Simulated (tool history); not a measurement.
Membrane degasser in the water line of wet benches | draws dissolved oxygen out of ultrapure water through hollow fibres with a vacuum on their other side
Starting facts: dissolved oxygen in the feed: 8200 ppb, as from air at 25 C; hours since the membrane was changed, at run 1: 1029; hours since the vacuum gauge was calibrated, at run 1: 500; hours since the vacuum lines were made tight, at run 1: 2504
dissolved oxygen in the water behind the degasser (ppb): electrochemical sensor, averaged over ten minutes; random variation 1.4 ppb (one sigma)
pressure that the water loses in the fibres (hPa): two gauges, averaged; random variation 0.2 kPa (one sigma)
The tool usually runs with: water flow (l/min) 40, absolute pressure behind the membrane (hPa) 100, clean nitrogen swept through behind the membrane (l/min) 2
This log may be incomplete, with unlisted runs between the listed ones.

run    hour  water flow (l/min)  absolute pressure behind the membrane (hPa)  clean nitrogen swept through behind the membrane (l/min)  hours since the membrane was changed  hours since the vacuum gauge was calibrated  hours since the vacuum lines were made tight  dissolved oxygen in the water behind the degasser (ppb)  pressure that the water loses in the fibres (hPa)
  1       0                  40                                          100                                                         2                                  1029                                          500                                          2504                                                      312                                              416.9
  2    34.5                  40                                          100                                                         2                                  1063                                          534                                          2539                                                    312.3                                              417.1
  3    95.4                  40                                          100                                                         2                                  1124                                          595                                          2600                                                    313.3                                                419
  4   160.4                  40                                          100                                                      2.69                                  1189                                          660                                          2665                                                    243.4                                                419
  5     229                  40                                          100                                                      2.69                                  1258                                          729                                          2733                                                    244.6                                              417.2
  6   269.7                  40                                          100                                                      2.69                                  1298                                          769                                          2774                                                    244.9                                              416.3
  7   319.6                  40                                          100                                                      1.08                                  1348                                          819                                          2824                                                    505.6                                              420.8
  8   391.3                  40                                          100                                                      1.08                                  1420                                          891                                          2896                                                    508.7                                              417.5
  9   421.7                  40                                          100                                                      1.08                                  1450                                          922                                          2926                                                      507                                              420.1
 10   495.5                  40                                          100                                                         2                                  1524                                          995                                          3000                                                    312.6                                              419.7
 11   549.9                  40                                           89                                                         2                                  1579                                         1050                                          3054                                                      269                                              420.9
 12   610.1                  47                                           89                                                         2                                  1639                                         1110                                          3114                                                    305.7                                              489.5
 13     655                  35                                           89                                                         2                                  1684                                         1155                                          3159                                                      236                                              370.8
 14   700.4                  35                                           89                                                         2                                  1729                                         1200                                          3205                                                    235.3                                              364.7
 15     736                  24                                           66                                                      2.81                                  1765                                         1236                                          3240                                                     76.7                                              249.9
 16   790.8                  24                                          183                                                      2.81                                  1820                                         1291                                          3295                                                    307.4                                              251.5
 17   821.5                  24                                          183                                                      2.81                                  1850                                         1321                                          3326                                                    308.1                                              253.9
 18   878.3                  60                                           62                                                      1.77                                  1907                                         1378                                          3383                                                    243.3                                              628.6
 19   949.5                  60                                           62                                                      1.77                                  1978                                         1449                                          3454                                                    244.3                                              630.6
 20   981.6                  51                                          113                                                      1.96                                  2010                                         1481                                          3486                                                    463.7                                              536.1
 21  1026.8                  29                                           67                                                      2.54                                  2056                                         1527                                          3531                                                    103.3                                              304.8
 22  1059.6                  29                                           67                                                      4.93                                  2088                                         1559                                          3564                                                     59.4                                              305.6
 23  1089.6                  36                                           87                                                      1.38                                  2118                                         1589                                          3594                                                    318.9                                              376.7
 24  1152.7                  36                                           87                                                      1.38                                  2181                                         1652                                          3657                                                    317.1                                              379.1

Branching from run 24: 4 alternative next runs. What would each branch give?
  A  1216.7                  24                                          194                                                         2                                  2245                                         1717                                          3721                                                        ?                                                  ?
  B  1216.7                  40                                           61                                                         2                                  2245                                         1717                                          3721                                                        ?                                                  ?
  C  1216.7                  41                                           87                                                      1.38                                  2245                                         1717                                          3721                                                        ?                                                  ?
  D  1216.7                  46                                           85                                                      3.56                                  2245                                         1717                                          3721                                                        ?                                                  ?

run  dissolved oxygen in the water behind the degasser (ppb)  pressure that the water loses in the fibres (hPa)
  A                                                    440.2                                              250.4
  B                                                      148                                              416.6
  C                                                    358.7                                              432.3
  D                                                    180.9                                                477
Take away the tool's hidden state, keep each run's random variation, and the runs would have read:
run  dissolved oxygen in the water behind the degasser (ppb)  pressure that the water loses in the fibres (hPa)
  A                                                      434                                              248.3
  B                                                    142.5                                              413.1
  C                                                    351.5                                              428.7
  D                                                    176.4                                                473
